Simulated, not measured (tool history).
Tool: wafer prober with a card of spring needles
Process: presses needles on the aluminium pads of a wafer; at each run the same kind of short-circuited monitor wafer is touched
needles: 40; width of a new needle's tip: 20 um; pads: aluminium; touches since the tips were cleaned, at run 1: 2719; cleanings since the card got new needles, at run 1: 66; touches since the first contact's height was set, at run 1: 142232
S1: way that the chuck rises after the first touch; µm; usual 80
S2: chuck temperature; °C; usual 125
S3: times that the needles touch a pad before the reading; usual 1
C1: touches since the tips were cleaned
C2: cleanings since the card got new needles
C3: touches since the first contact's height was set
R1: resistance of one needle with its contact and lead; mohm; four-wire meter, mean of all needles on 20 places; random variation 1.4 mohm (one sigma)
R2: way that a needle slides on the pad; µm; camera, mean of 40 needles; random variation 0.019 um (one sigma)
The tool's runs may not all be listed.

run   hour  S1   S2  S3    C1   C2      C3   R1     R2
  1    0.0  80  125   1  2719   66  142232  305   9.91
       5.4  -- tips cleaned on abrasive film
      18.0  -- tips cleaned on abrasive film
  2   23.0  80  125   1  2504   68  153825  306   9.89
      29.0  -- tips cleaned on abrasive film
      39.9  -- tips cleaned on abrasive film
  3   39.9  80  125   1     0   70  162350  296   9.90
      50.7  -- tips cleaned on abrasive film
  4   56.8  80  125   1  3098   71  170899  308   9.89
      63.4  -- tips cleaned on abrasive film
  5   68.4  80  125   1  2587   72  176782  310   9.88
      74.3  -- tips cleaned on abrasive film
      85.1  -- tips cleaned on abrasive film
  6   87.0  80  125   1   963   74  186138  299   9.85
      96.6  -- tips cleaned on abrasive film
  7   99.3  80  125   1  1378   75  192332  301   9.86
     107.6  -- tips cleaned on abrasive film
  8  113.8  80  125   1  3168   76  199668  306   9.84
     120.2  -- tips cleaned on abrasive film
     132.4  -- tips cleaned on abrasive film
  9  134.6  80  125   1  1137   78  210191  302   9.81
     143.2  -- tips cleaned on abrasive film
 10  152.5  80  125   1  4756   79  219261  311   9.81
     154.8  -- tips cleaned on abrasive film
     166.8  -- tips cleaned on abrasive film
 11  175.6  80   31   1  4484   81  230883  285   9.79
     179.3  -- tips cleaned on abrasive film
     191.3  -- tips cleaned on abrasive film
     196.1  -- height of the first contact set anew
 12  198.2  80   31   1  3358   83    1101  283   9.75
     203.2  -- tips cleaned on abrasive film
 13  212.0  80  125   1  4478   84    8073  309   9.74
     214.8  -- tips cleaned on abrasive film
     227.6  -- tips cleaned on abrasive film
 14  229.7  80  125   1  1035   86   16956  299   9.71
     238.8  -- tips cleaned on abrasive film
     251.0  -- tips cleaned on abrasive film
 15  254.4  80  125   1  1731   88   29439  304   9.69
     262.2  -- tips cleaned on abrasive film
 16  269.6  80  125   1  3796   89   37170  307   9.71
     274.6  -- tips cleaned on abrasive film
 17  283.9  80  125   1  4700   90   44362  311   9.68
     287.3  -- tips cleaned on abrasive film
     289.1  -- height of the first contact set anew, once more
     299.5  -- tips cleaned on abrasive film
 18  305.7  80   29   1  3137   92    8360  284  10.09
     311.2  -- tips cleaned on abrasive film
 19  319.0  95   29   1  3987   93   15106  278  12.01
     322.5  -- tips cleaned on abrasive film
     333.3  -- tips cleaned on abrasive film
 20  333.3  80  125   1     0   95   22307  296  10.05
     344.7  -- tips cleaned on abrasive film
 21  352.1  80  125   1  3760   96   31812  310  10.06
     356.7  -- tips cleaned on abrasive film
     368.2  -- tips cleaned on abrasive film
 22  374.0  71   33   2  2933   98   42857  279   8.90
     379.1  -- tips cleaned on abrasive film
 23  389.1  64   39   2  5112   99   50523  285   8.03
     390.8  -- tips cleaned on abrasive film
     402.7  -- tips cleaned on abrasive film
 24  410.4  64   39   2  3904  101   61243  285   7.99
     414.0  -- tips cleaned on abrasive film
     425.2  -- tips cleaned on abrasive film
 25  430.7  64   39   2  2810  103   71488  284   7.98
     436.3  -- tips cleaned on abrasive film
 26  446.0  76   55   2  4933  104   79224  287   9.48
     447.6  -- tips cleaned on abrasive film
     459.5  -- tips cleaned on abrasive film
 27  460.0  76   55   2   267  106   86243  277   9.49
     471.8  -- tips cleaned on abrasive film
     483.4  -- tips cleaned on abrasive film
 28  485.0  75   66   3   812  108   98872  281   9.32
     495.4  -- tips cleaned on abrasive film
     506.7  -- tips cleaned on abrasive film
 29  509.5  75   66   3  1448  110  111259  283   9.32
     517.7  -- tips cleaned on abrasive film
 30  527.1  80   80   2  4782  111  120148  293   9.96
     529.6  -- tips cleaned on abrasive film
 31  537.8  80   26   1  4166  112  125563  281   9.94

Forecast each of these 3 alternatives for the next run:
     541.6  -- tips cleaned on abrasive film
     552.4  -- tips cleaned on abrasive film
  A  557.8  76  53   2  2783  114  135666   ?   ?
     541.6  -- tips cleaned on abrasive film
     552.4  -- tips cleaned on abrasive film
  B  557.8  80  26   1  2783  114  135666   ?   ?
     541.6  -- tips cleaned on abrasive film
     552.4  -- tips cleaned on abrasive film
  C  557.8  80  35   1  2783  114  135666   ?   ?

run   R1    R2
  A  283  9.40
  B  279  9.91
  C  282  9.93
Without the tool's hidden state the same runs would have given:
run   R1     R2
  A  274   9.58
  B  266  10.08
  C  269  10.10
